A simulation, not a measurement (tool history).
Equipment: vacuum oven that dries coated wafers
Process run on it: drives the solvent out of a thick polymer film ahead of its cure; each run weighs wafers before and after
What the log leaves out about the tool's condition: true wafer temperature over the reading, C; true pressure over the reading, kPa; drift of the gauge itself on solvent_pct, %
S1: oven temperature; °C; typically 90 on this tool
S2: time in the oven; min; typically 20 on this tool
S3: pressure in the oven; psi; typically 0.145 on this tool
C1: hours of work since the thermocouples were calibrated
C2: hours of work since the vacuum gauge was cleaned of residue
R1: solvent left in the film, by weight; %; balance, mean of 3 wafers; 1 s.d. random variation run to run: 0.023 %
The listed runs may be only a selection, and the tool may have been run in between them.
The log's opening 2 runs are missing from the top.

Run 3, hour 36.9: usual settings; C1 221; C2 350. Result: R1 2.37 %.
Run 4, hour 50.2: usual settings; C1 226; C2 355. Result: R1 2.36 %.
Run 5, hour 68.0: usual settings; C1 234; C2 363. Result: R1 2.36 %.
Run 6, hour 88.0: usual settings; C1 243; C2 372. Result: R1 2.37 %.
Run 7, hour 105.6: usual settings but S1 95 °C; C1 250; C2 379. Result: R1 1.63 %.
Run 8, hour 122.4: usual settings but S1 95 °C; C1 258; C2 386. Result: R1 1.61 %.
Run 9, hour 141.5: usual settings but S2 19 min; C1 266; C2 395. Result: R1 2.57 %.
Run 10, hour 161.4: usual settings; C1 274; C2 403. Result: R1 2.39 %.
Run 11, hour 182.0: usual settings but S3 0.364 psi; C1 283; C2 412. Result: R1 3.42 %.
Run 12, hour 192.9: usual settings but S3 0.364 psi; C1 288; C2 417. Result: R1 3.38 %.
Run 13, hour 210.2: usual settings; C1 295; C2 424. Result: R1 2.37 %.
Run 14, hour 222.9: usual settings but S2 18 min; C1 301; C2 430. Result: R1 2.78 %.
Run 15, hour 239.1: usual settings but S2 18 min; C1 308; C2 437. Result: R1 2.84 %.
Run 16, hour 248.5: usual settings but S2 19 min; C1 312; C2 441. Result: R1 2.60 %.
Run 17, hour 260.4: usual settings but S3 0.084 psi; C1 317; C2 446. Result: R1 2.09 %.
Run 18, hour 274.3: usual settings but S3 0.180 psi; C1 323; C2 452. Result: R1 2.55 %.
Run 19, hour 292.7: usual settings; C1 331; C2 460. Result: R1 2.39 %.
Run 20, hour 307.5: usual settings; C1 338; C2 467. Result: R1 2.38 %.
Run 21, hour 318.2: usual settings but S1 86 °C; C1 342; C2 471. Result: R1 3.15 %.
Run 22, hour 330.2: usual settings but S1 86 °C; C1 347; C2 476. Result: R1 3.15 %.
Run 23, hour 347.6: usual settings but S1 86 °C; C1 355; C2 484. Result: R1 3.15 %.
Run 24, hour 368.7: usual settings but S2 28 min, S3 0.213 psi; C1 364; C2 493. Result: R1 1.75 %.
Run 25, hour 382.8: usual settings but S1 78 °C, S2 11 min, S3 0.555 psi; C1 370; C2 499. Result: R1 10.62 %.
Run 26, hour 393.6: usual settings but S1 87 °C, S2 16 min; C1 375; C2 504. Result: R1 3.99 %.
Run 27, hour 405.6: usual settings but S1 80 °C, S3 0.415 psi; C1 380; C2 509. Result: R1 6.23 %.

Estimate the outcome of run 28 from the log above:
Run 28, hour 423.0: usual settings but S2 18 min, S3 0.093 psi; C1 388; C2 516. Result: R1 ?.

{"run 28": {"R1": 2.61}}
Minus the tool's unlogged condition, the same run would have read R1 2.49 %.
